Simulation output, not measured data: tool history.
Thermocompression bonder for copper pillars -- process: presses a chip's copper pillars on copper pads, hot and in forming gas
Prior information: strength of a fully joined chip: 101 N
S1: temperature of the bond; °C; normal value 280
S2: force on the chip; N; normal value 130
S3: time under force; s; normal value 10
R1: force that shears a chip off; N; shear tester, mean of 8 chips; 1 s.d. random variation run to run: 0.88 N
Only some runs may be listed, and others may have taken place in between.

| run | hour | S1 | S2 | S3 | R1 |
|---|---|---|---|---|---|
| 1 | 0 | 280 | 130 | 10 | 73 |
| 2 | 24.5 | 280 | 130 | 10 | 73.6 |
| 3 | 53.1 | 280 | 163 | 10 | 81.3 |
| 4 | 72.9 | 280 | 83 | 10 | 54.3 |
| 5 | 96.2 | 280 | 148 | 10 | 77.6 |
| 6 | 111 | 280 | 148 | 10 | 77.7 |
| 7 | 133.7 | 280 | 155 | 10 | 79 |
| 8 | 163 | 274 | 165 | 25 | 92.6 |
| 9 | 187.2 | 267 | 101 | 11 | 53.4 |
| 10 | 204.8 | 267 | 101 | 11 | 55.9 |
| 11 | 224.1 | 267 | 101 | 11 | 53.8 |
| 12 | 245.1 | 267 | 101 | 11 | 54.9 |
| 13 | 277.4 | 309 | 92 | 27 | 91 |

What if the next run were any one of these 3? Each begins from the tool's condition after run 13:
|  | 299.4 | forming gas filter changed |
| A | 303.1 | 289 | 130 | 21 | ? |
|  | 299.4 | forming gas filter changed |
| B | 303.1 | 266 | 142 | 7 | ? |
|  | 299.4 | forming gas filter changed |
| C | 303.1 | 309 | 123 | 27 | ? |

| run | R1 |
|---|---|
| A | 89.9 |
| B | 58.7 |
| C | 97.4 |
With the hidden condition removed and each run's random variation left untouched, the same runs would have given:
| run | R1 |
|---|---|
| A | 90 |
| B | 58.9 |
| C | 97.5 |
